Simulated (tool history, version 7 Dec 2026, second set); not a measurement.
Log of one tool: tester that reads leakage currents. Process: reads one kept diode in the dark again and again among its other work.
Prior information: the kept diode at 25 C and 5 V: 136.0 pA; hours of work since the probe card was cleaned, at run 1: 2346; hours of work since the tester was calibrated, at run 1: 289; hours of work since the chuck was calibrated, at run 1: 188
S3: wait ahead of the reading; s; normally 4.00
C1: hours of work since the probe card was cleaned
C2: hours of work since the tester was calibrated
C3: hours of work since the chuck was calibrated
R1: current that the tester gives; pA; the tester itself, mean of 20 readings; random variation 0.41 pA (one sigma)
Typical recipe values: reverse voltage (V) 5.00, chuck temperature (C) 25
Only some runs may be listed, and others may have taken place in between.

{"run": 1, "day": 0.0, "reverse voltage (V)": 5.0, "chuck temperature (C)": 25, "S3": 4.0, "C1": 2346, "C2": 289, "C3": 188, "R1": 147.62}
{"run": 2, "day": 1.15, "reverse voltage (V)": 5.0, "chuck temperature (C)": 25, "S3": 4.0, "C1": 2360, "C2": 303, "C3": 202, "R1": 148.35}
{"run": 3, "day": 2.846, "reverse voltage (V)": 5.0, "chuck temperature (C)": 25, "S3": 4.0, "C1": 2380, "C2": 323, "C3": 222, "R1": 148.04}
{"run": 4, "day": 5.1, "reverse voltage (V)": 5.0, "chuck temperature (C)": 25, "S3": 4.0, "C1": 2406, "C2": 349, "C3": 248, "R1": 149.1}
{"run": 5, "day": 7.2, "reverse voltage (V)": 5.0, "chuck temperature (C)": 25, "S3": 4.0, "C1": 2431, "C2": 374, "C3": 273, "R1": 149.69}
{"run": 6, "day": 9.15, "reverse voltage (V)": 5.0, "chuck temperature (C)": 25, "S3": 4.0, "C1": 2454, "C2": 397, "C3": 296, "R1": 150.16}
{"run": 7, "day": 10.242, "reverse voltage (V)": 5.0, "chuck temperature (C)": 58, "S3": 4.0, "C1": 2467, "C2": 410, "C3": 309, "R1": 1956.02}
{"run": 8, "day": 11.475, "reverse voltage (V)": 5.0, "chuck temperature (C)": 58, "S3": 4.0, "C1": 2482, "C2": 425, "C3": 324, "R1": 1970.9}
{"run": 9, "day": 12.854, "reverse voltage (V)": 1.27, "chuck temperature (C)": 36, "S3": 4.12, "C1": 2498, "C2": 441, "C3": 340, "R1": 165.82}
{"run": 10, "day": 14.383, "reverse voltage (V)": 1.04, "chuck temperature (C)": 22, "S3": 1.85, "C1": 2516, "C2": 459, "C3": 358, "R1": 46.16}
{"run": 11, "day": 16.667, "reverse voltage (V)": 1.04, "chuck temperature (C)": 22, "S3": 1.85, "C1": 2543, "C2": 486, "C3": 385, "R1": 45.83}
{"run": 12, "day": 17.992, "reverse voltage (V)": 5.0, "chuck temperature (C)": 30, "S3": 5.03, "C1": 2559, "C2": 502, "C3": 401, "R1": 230.24}
{"run": 13, "day": 20.196, "reverse voltage (V)": 5.0, "chuck temperature (C)": 30, "S3": 5.03, "C1": 2585, "C2": 528, "C3": 427, "R1": 230.96}
{"run": 14, "day": 21.596, "reverse voltage (V)": 5.0, "chuck temperature (C)": 30, "S3": 5.03, "C1": 2602, "C2": 545, "C3": 444, "R1": 231.32}
{"run": 15, "day": 23.075, "reverse voltage (V)": 5.0, "chuck temperature (C)": 30, "S3": 5.03, "C1": 2619, "C2": 562, "C3": 461, "R1": 231.48}

Alternative continuations, all from the tool just after run 15; predict every row:
{"run": "A", "day": 25.058, "reverse voltage (V)": 2.08, "chuck temperature (C)": 56, "S3": 3.49, "C1": 2643, "C2": 586, "C3": 485, "R1": "?"}
{"run": "B", "day": 25.058, "reverse voltage (V)": 5.0, "chuck temperature (C)": 24, "S3": 5.03, "C1": 2643, "C2": 586, "C3": 485, "R1": "?"}
{"run": "C", "day": 25.058, "reverse voltage (V)": 17.35, "chuck temperature (C)": 27, "S3": 7.1, "C1": 2643, "C2": 586, "C3": 485, "R1": "?"}
{"run": "D", "day": 25.058, "reverse voltage (V)": 11.5, "chuck temperature (C)": 41, "S3": 1.18, "C1": 2643, "C2": 586, "C3": 485, "R1": "?"}
{"run": "E", "day": 25.058, "reverse voltage (V)": 5.26, "chuck temperature (C)": 55, "S3": 1.14, "C1": 2643, "C2": 586, "C3": 485, "R1": "?"}

run=A R1=1035.78
run=B R1=141.65
run=C R1=384.55
run=D R1=916.67
run=E R1=1657.69
With the hidden condition removed and each run's random variation left untouched, the same runs would have given:
run=A R1=978.63
run=B R1=124.55
run=C R1=332.43
run=D R1=845.81
run=E R1=1562.54

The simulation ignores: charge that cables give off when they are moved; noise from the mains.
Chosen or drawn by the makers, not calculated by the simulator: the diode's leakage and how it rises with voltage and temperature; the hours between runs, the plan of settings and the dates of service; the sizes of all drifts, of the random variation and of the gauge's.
